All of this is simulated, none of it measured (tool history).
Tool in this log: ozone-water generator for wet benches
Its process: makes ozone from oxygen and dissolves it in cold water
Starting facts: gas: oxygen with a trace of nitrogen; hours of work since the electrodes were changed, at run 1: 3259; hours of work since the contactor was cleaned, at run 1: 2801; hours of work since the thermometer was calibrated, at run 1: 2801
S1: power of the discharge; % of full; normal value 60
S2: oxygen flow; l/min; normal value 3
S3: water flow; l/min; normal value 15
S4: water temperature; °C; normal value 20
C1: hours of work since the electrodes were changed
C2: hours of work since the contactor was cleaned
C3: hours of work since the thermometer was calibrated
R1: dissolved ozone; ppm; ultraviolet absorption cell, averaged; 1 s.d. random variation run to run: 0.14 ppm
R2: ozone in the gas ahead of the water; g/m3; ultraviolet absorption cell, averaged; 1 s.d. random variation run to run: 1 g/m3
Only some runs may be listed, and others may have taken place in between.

run    hour  S1  S2  S3  S4    C1    C2    C3    R1     R2
  1     0.0  60   3  15  20  3259  2801  2801  16.9  177.6
  2   129.4  60   3  15  20  3362  2903  2903  17.0  176.4
  3   272.5  60   3  15  20  3475  3017  3017  17.0  176.4
  4   353.7  60   3  15  14  3539  3081  3081  18.3  175.3
  5   497.4  60   3  15  14  3652  3194  3194  18.2  177.6
  6   666.1  60   3  15  14  3785  3327  3327  18.6  176.9
  7   780.0  60   3  15  14  3875  3417  3417  18.4  175.6
  8   882.3  60   3  15  14  3956  3498  3498  18.5  176.3
  9   990.3  60   3  15  20  4041  3583  3583  17.2  176.0
     1064.5  -- water thermometer calibrated
 10  1102.5  60   3  15  20  4130  3672    30  17.1  177.0
 11  1254.1  60   3  15  20  4249  3791   150  17.0  175.6

Estimate the outcome of run 12 from the log above:
 12  1440.4  60   3  15  20  4396  3938  297   ?   ?

Run 12 produced R1 16.9 ppm, R2 177.4 g/m3.
If the tool had no hidden condition, the same run with the same run-to-run variation would have returned R1 16.9 ppm, R2 177.5 g/m3.
